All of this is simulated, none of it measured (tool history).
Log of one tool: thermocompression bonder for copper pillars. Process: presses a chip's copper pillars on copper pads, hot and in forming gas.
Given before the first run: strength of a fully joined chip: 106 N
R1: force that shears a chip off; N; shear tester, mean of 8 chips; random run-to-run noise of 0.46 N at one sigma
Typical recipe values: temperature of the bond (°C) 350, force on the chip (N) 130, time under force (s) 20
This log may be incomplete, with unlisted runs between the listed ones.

{"run": 1, "hour": 0.0, "temperature of the bond (°C)": 350, "force on the chip (N)": 130, "time under force (s)": 20, "R1": 40.6}
{"run": 2, "hour": 47.0, "temperature of the bond (°C)": 350, "force on the chip (N)": 130, "time under force (s)": 24, "R1": 43.8}
{"run": 3, "hour": 80.8, "temperature of the bond (°C)": 350, "force on the chip (N)": 130, "time under force (s)": 20, "R1": 41.4}
{"run": 4, "hour": 105.5, "temperature of the bond (°C)": 350, "force on the chip (N)": 130, "time under force (s)": 20, "R1": 40.1}
{"run": 5, "hour": 126.0, "temperature of the bond (°C)": 372, "force on the chip (N)": 130, "time under force (s)": 20, "R1": 52.0}
{"run": 6, "hour": 163.4, "temperature of the bond (°C)": 372, "force on the chip (N)": 130, "time under force (s)": 20, "R1": 51.3}
{"run": 7, "hour": 190.3, "temperature of the bond (°C)": 373, "force on the chip (N)": 130, "time under force (s)": 20, "R1": 52.1}
{"run": 8, "hour": 226.5, "temperature of the bond (°C)": 373, "force on the chip (N)": 130, "time under force (s)": 20, "R1": 51.6}
{"run": 9, "hour": 259.8, "temperature of the bond (°C)": 373, "force on the chip (N)": 130, "time under force (s)": 20, "R1": 52.3}
{"run": 10, "hour": 304.5, "temperature of the bond (°C)": 332, "force on the chip (N)": 87, "time under force (s)": 45, "R1": 29.1}
{"hour": 318.3, "done": "heater calibrated with a thermocouple chip"}
{"run": 11, "hour": 338.4, "temperature of the bond (°C)": 323, "force on the chip (N)": 130, "time under force (s)": 30, "R1": 34.2}
{"hour": 341.9, "done": "forming gas filter changed"}
{"run": 12, "hour": 370.4, "temperature of the bond (°C)": 323, "force on the chip (N)": 130, "time under force (s)": 30, "R1": 34.8}
{"run": 13, "hour": 415.2, "temperature of the bond (°C)": 351, "force on the chip (N)": 87, "time under force (s)": 30, "R1": 31.7}
{"run": 14, "hour": 444.8, "temperature of the bond (°C)": 323, "force on the chip (N)": 80, "time under force (s)": 17, "R1": 15.6}
{"run": 15, "hour": 479.5, "temperature of the bond (°C)": 323, "force on the chip (N)": 125, "time under force (s)": 11, "R1": 22.5}
{"run": 16, "hour": 522.3, "temperature of the bond (°C)": 345, "force on the chip (N)": 89, "time under force (s)": 11, "R1": 19.9}
{"run": 17, "hour": 559.0, "temperature of the bond (°C)": 350, "force on the chip (N)": 87, "time under force (s)": 41, "R1": 34.9}

Branching from run 17: 4 alternative next runs. What would each branch give?
{"run": "A", "hour": 586.9, "temperature of the bond (°C)": 341, "force on the chip (N)": 102, "time under force (s)": 22, "R1": "?"}
{"run": "B", "hour": 586.9, "temperature of the bond (°C)": 336, "force on the chip (N)": 156, "time under force (s)": 41, "R1": "?"}
{"run": "C", "hour": 586.9, "temperature of the bond (°C)": 369, "force on the chip (N)": 146, "time under force (s)": 17, "R1": "?"}
{"run": "D", "hour": 586.9, "temperature of the bond (°C)": 371, "force on the chip (N)": 90, "time under force (s)": 20, "R1": "?"}

run=A R1=28.6
run=B R1=53.8
run=C R1=52.6
run=D R1=35.1
Without the tool's hidden state the same runs would have given:
run=A R1=28.6
run=B R1=53.7
run=C R1=52.6
run=D R1=35.1
